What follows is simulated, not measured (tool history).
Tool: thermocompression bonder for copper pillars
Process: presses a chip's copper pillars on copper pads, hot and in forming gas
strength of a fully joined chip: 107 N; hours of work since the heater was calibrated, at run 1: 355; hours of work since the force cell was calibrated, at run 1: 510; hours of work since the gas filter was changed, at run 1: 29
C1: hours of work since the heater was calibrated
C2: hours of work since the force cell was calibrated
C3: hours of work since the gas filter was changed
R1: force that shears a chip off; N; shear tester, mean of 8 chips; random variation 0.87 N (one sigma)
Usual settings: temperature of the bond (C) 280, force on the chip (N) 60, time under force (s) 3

Run 1, hour 0: usual settings; C1 355; C2 510; C3 29. Result: R1 70.9 N.
Run 2, hour 21.6: usual settings but force on the chip (N) 88; C1 372; C2 527; C3 46. Result: R1 86.8 N.
Run 3, hour 61.9: usual settings but force on the chip (N) 88; C1 403; C2 558; C3 77. Result: R1 88 N.
Run 4, hour 104.3: usual settings but force on the chip (N) 88; C1 436; C2 591; C3 110. Result: R1 86.5 N.
Run 5, hour 135.6: usual settings but force on the chip (N) 52; C1 461; C2 615; C3 134. Result: R1 63.8 N.
Run 6, hour 158.3: usual settings but force on the chip (N) 37; C1 478; C2 633; C3 152. Result: R1 52 N.
Run 7, hour 177.1: usual settings but force on the chip (N) 37; C1 493; C2 648; C3 167. Result: R1 50.7 N.
Run 8, hour 200.1: usual settings but force on the chip (N) 37; C1 511; C2 666; C3 185. Result: R1 50.3 N.
Run 9, hour 221.4: usual settings but force on the chip (N) 66; C1 527; C2 682; C3 201. Result: R1 76.8 N.
Run 10, hour 239.5: usual settings but force on the chip (N) 66; C1 541; C2 696; C3 215. Result: R1 75.6 N.
Run 11, hour 277.9: usual settings but force on the chip (N) 43, time under force (s) 5; C1 571; C2 726; C3 245. Result: R1 66.6 N.
At hour 280.9: forming gas filter changed.
Run 12, hour 309.7: usual settings but temperature of the bond (C) 257, force on the chip (N) 54; C1 596; C2 750; C3 22. Result: R1 55 N.
Run 13, hour 339.1: usual settings but force on the chip (N) 50; C1 618; C2 773; C3 45. Result: R1 63.9 N.
Run 14, hour 367.8: usual settings but force on the chip (N) 42; C1 641; C2 796; C3 68. Result: R1 55.5 N.
Run 15, hour 391.8: usual settings but force on the chip (N) 37; C1 659; C2 814; C3 86. Result: R1 50.3 N.
Run 16, hour 426.6: usual settings but force on the chip (N) 37, time under force (s) 7; C1 687; C2 841; C3 113. Result: R1 67.3 N.
Run 17, hour 452.4: usual settings but force on the chip (N) 54, time under force (s) 4; C1 707; C2 861; C3 133. Result: R1 71.7 N.
Run 18, hour 484.4: usual settings but force on the chip (N) 54, time under force (s) 4; C1 731; C2 886; C3 158. Result: R1 71.7 N.
Run 19, hour 507.4: usual settings but temperature of the bond (C) 279; C1 749; C2 904; C3 176. Result: R1 71.4 N.

How the hidden state differs across the entries between the runs, from the last listed run before each to the first after it:
Between runs 11 and 12: forming gas filter changed (hour 280.9)
  oxide that the forming gas leaves, % of the face: 0.79 -> 0.53
